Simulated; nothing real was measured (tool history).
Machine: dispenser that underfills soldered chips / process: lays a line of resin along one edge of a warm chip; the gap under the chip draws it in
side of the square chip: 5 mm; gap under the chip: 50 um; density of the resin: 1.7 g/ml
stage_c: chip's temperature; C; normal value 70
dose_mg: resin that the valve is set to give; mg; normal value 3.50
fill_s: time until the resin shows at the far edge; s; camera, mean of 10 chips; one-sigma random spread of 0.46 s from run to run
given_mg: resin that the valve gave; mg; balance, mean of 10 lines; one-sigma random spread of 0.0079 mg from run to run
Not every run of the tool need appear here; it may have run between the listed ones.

run	hour	stage_c	dose_mg	fill_s	given_mg
1	0.0	70	3.50	42.0	3.498
2	6.2	70	3.50	58.6	3.483
# hour 8.5: new syringe of resin
3	10.4	70	3.26	39.5	3.253
4	17.0	70	3.26	53.6	3.245
# hour 21.1: new syringe of resin
5	23.1	70	3.50	38.8	3.476
6	29.3	70	3.50	53.9	3.481
# hour 33.5: new syringe of resin
7	34.6	70	3.50	36.9	3.456
8	37.7	70	3.50	43.4	3.456
9	41.1	75	3.50	39.7	3.463
# hour 46.2: new syringe of resin
10	48.2	70	3.41	39.4	3.349
11	53.1	70	3.41	50.5	3.371
# hour 58.5: new syringe of resin
12	58.7	70	3.39	36.1	3.345
13	64.3	70	3.39	47.3	3.339
14	68.1	70	3.39	57.5	3.321
# hour 70.8: dispensing valve cleaned and set on the balance
# hour 71.7: new syringe of resin
15	72.5	65	3.50	47.4	3.501
16	78.1	65	3.50	63.8	3.500
17	81.8	65	4.16	76.6	4.151
# hour 84.5: new syringe of resin
18	85.8	83	4.19	19.0	4.170
19	91.9	83	4.19	25.2	4.162
# hour 96.8: new syringe of resin
20	98.9	83	4.19	19.3	4.174
21	101.7	62	4.29	70.0	4.266
22	107.7	64	4.29	83.7	4.267
# hour 109.4: new syringe of resin
23	113.9	57	3.15	91.8	3.110
24	116.9	77	3.81	34.7	3.780
25	119.7	67	4.16	70.0	4.124
# hour 121.7: new syringe of resin
26	124.9	63	3.46	60.5	3.404
27	128.3	63	3.46	73.1	3.415
28	131.5	63	3.46	83.5	3.412
# hour 133.9: new syringe of resin
29	137.1	69	3.20	44.1	3.156

What if the next run were any one of these 3? Each begins from the tool's condition after run 29:
A	140.7	69	3.50	?	?
B	140.7	55	4.35	?	?
C	140.7	56	3.70	?	?

run	fill_s	given_mg
A	50.8	3.448
B	111.9	4.280
C	108.5	3.655
Without the tool's unlogged condition, the same runs would have read:
run	fill_s	given_mg
A	36.5	3.503
B	80.5	4.349
C	78.0	3.713
